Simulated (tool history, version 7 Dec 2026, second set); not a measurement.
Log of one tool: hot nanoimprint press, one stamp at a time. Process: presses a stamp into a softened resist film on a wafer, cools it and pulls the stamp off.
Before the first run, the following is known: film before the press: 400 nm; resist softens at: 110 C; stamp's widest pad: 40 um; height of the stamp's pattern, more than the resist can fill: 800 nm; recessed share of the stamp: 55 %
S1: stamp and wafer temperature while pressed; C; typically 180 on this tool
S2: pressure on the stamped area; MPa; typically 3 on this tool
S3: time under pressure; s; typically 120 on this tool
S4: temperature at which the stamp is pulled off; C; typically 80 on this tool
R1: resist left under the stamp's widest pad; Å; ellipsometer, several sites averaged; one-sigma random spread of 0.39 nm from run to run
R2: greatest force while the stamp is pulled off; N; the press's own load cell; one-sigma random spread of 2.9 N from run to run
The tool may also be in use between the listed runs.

run,hour,S1,S2,S3,S4,R1,R2
1,0,180,3,120,80,1618,140
2,30,180,3,120,80,1621,135
# hour 54.5: stamp cleaned and given a new release coat
3,94,180,2.03,120,80,1939,136
4,126.3,180,2.03,120,80,1937,140
5,166.4,180,3,120,66,1614,170
6,197.1,180,3,120,66,1610,172
7,249,180,3,120,66,1611,175
8,312.3,180,3,120,66,1613,176
# hour 323.6: plate thermocouple calibrated
9,373.1,180,3,120,66,1609,174
# hour 437.4: stamp cleaned and given a new release coat
10,446.9,186,3,120,80,1261,138
11,481.1,186,3,120,80,1261,138
12,537.8,180,3,120,80,1599,134
13,590.4,180,3,120,80,1594,141
# hour 618.4: gauge calibrated
14,651.4,180,3,120,80,1627,144
15,704.7,180,3,120,80,1620,141
16,747.8,190,2.78,75,80,1378,140
# hour 766: press's hydraulic seals changed and the load cell set to zero
17,802.9,190,2.78,75,77,1374,148
# hour 819.5: stamp cleaned and given a new release coat
18,869,179,4.67,85,77,1542,135
19,926.8,180,2.3,68,78,2226,139
20,964.7,184,2.07,120,82,1638,132
21,1015.5,184,2.07,120,82,1637,133
22,1066.9,180,3,65,80,1998,135
23,1123.6,180,2.04,118,80,1926,146
# hour 1144.6: plate thermocouple calibrated
24,1167.3,180,2.04,60,80,2405,138
# hour 1200.3: stamp cleaned and given a new release coat
25,1234.2,180,2.04,60,80,2400,138
26,1293.8,171,2.39,149,77,2315,147
27,1344,171,2.58,162,77,2189,144
28,1386.1,180,4.24,120,80,1339,137
29,1427.2,180,3,120,81,1580,132
30,1493.2,189,4.34,120,70,911,169

Pick out some run-to-run changes in R1. Of each, how much would a tool without hidden state show as well, from the settings, what came in and chance, and how much is left for the hidden state and any gauge scatter not in both results compared?
Hidden conditions of the tool in this case: true temperature over the reading, C; pressure that arrives at the usual setting, %; grip of the stamp's worn release coat, % over a new coat's; drift of the gauge itself on residual_nm, %; drift of the gauge itself on pull_off_n, %.
Run 13 -> 14: gauge calibrated. R1 +33 Å: hidden state +25, all else +8.
Run 18 -> 19: S1 179 -> 180, S2 4.67 -> 2.3, S3 85 -> 68, S4 77 -> 78. R1 +684 Å: hidden state -9, all else +693.
Run 27 -> 28: S1 171 -> 180, S2 2.58 -> 4.24, S3 162 -> 120, S4 77 -> 80. R1 -850 Å: hidden state +17, all else -867.
Run 29 -> 30: S1 180 -> 189, S2 3 -> 4.34, S4 81 -> 70. R1 -669 Å: hidden state +15, all else -684.
